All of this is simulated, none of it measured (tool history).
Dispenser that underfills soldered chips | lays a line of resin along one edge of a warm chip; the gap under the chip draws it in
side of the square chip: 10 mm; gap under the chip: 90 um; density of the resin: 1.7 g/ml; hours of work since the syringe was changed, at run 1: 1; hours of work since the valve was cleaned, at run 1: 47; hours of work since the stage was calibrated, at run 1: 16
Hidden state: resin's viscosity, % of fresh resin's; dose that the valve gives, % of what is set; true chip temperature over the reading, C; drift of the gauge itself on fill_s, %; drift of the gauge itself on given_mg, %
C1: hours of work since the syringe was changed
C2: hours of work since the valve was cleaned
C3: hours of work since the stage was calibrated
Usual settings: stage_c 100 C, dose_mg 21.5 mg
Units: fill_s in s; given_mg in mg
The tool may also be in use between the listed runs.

run 1 hour=0 | stage_c=100 dose_mg=21.5 | C1=1 C2=47 C3=16 | fill_s=17.5 given_mg=21.03
run 2 hour=2.8 | stage_c=100 dose_mg=21.5 | C1=4 C2=49 C3=18 | fill_s=19.7 given_mg=20.96
-- hour=8.2 new syringe of resin
run 3 hour=8.2 | stage_c=100 dose_mg=21.5 | C1=0 C2=53 C3=22 | fill_s=16 given_mg=21.08
run 4 hour=11.4 | stage_c=100 dose_mg=21.5 | C1=2 C2=56 C3=25 | fill_s=18.9 given_mg=21.01
run 5 hour=13.5 | stage_c=100 dose_mg=21.5 | C1=4 C2=57 C3=26 | fill_s=20.6 given_mg=20.97
run 6 hour=17.6 | stage_c=100 dose_mg=21.5 | C1=7 C2=60 C3=29 | fill_s=23.2 given_mg=20.96
-- hour=18.4 new syringe of resin
run 7 hour=21.6 | stage_c=107 dose_mg=21.5 | C1=2 C2=63 C3=32 | fill_s=14.9 given_mg=20.9
run 8 hour=24.5 | stage_c=87 dose_mg=21.5 | C1=5 C2=66 C3=34 | fill_s=34.5 given_mg=21
-- hour=28.5 new syringe of resin
run 9 hour=29.5 | stage_c=87 dose_mg=21.5 | C1=1 C2=69 C3=38 | fill_s=28.4 given_mg=20.97
run 10 hour=32.8 | stage_c=93 dose_mg=24.5 | C1=3 C2=72 C3=41 | fill_s=24.4 given_mg=23.84
run 11 hour=37.5 | stage_c=93 dose_mg=24.5 | C1=7 C2=75 C3=44 | fill_s=30.5 given_mg=23.77
-- hour=38.6 new syringe of resin
run 12 hour=40.5 | stage_c=93 dose_mg=24.5 | C1=1 C2=77 C3=46 | fill_s=22.8 given_mg=23.74
run 13 hour=44.8 | stage_c=104 dose_mg=21.3 | C1=5 C2=81 C3=49 | fill_s=17.9 given_mg=20.59
-- hour=47.9 dispensing valve cleaned and set on the balance
run 14 hour=47.9 | stage_c=104 dose_mg=21.3 | C1=6 C2=0 C3=51 | fill_s=19.5 given_mg=21.32
-- hour=49.6 new syringe of resin
run 15 hour=50.7 | stage_c=86 dose_mg=19.4 | C1=1 C2=2 C3=53 | fill_s=29.2 given_mg=19.48
run 16 hour=54 | stage_c=115 dose_mg=19.4 | C1=3 C2=4 C3=56 | fill_s=12 given_mg=19.43
run 17 hour=56.4 | stage_c=98 dose_mg=21.9 | C1=5 C2=6 C3=57 | fill_s=23 given_mg=21.93

Forecast each of these 3 alternatives for the next run:
-- hour=59.7 new syringe of resin
run A hour=61.7 | stage_c=88 dose_mg=26.7 | C1=2 C2=10 C3=61 | fill_s=? given_mg=?
-- hour=59.7 new syringe of resin
run B hour=61.7 | stage_c=88 dose_mg=24.4 | C1=2 C2=10 C3=61 | fill_s=? given_mg=?
-- hour=59.7 new syringe of resin
run C hour=61.7 | stage_c=100 dose_mg=24.2 | C1=2 C2=10 C3=61 | fill_s=? given_mg=?

run=A fill_s=25.8 given_mg=26.49
run=B fill_s=26.8 given_mg=24.44
run=C fill_s=17.4 given_mg=24.17
Without the tool's hidden state the same runs would have given:
run=A fill_s=23.7 given_mg=26.51
run=B fill_s=24.6 given_mg=24.46
run=C fill_s=16 given_mg=24.19
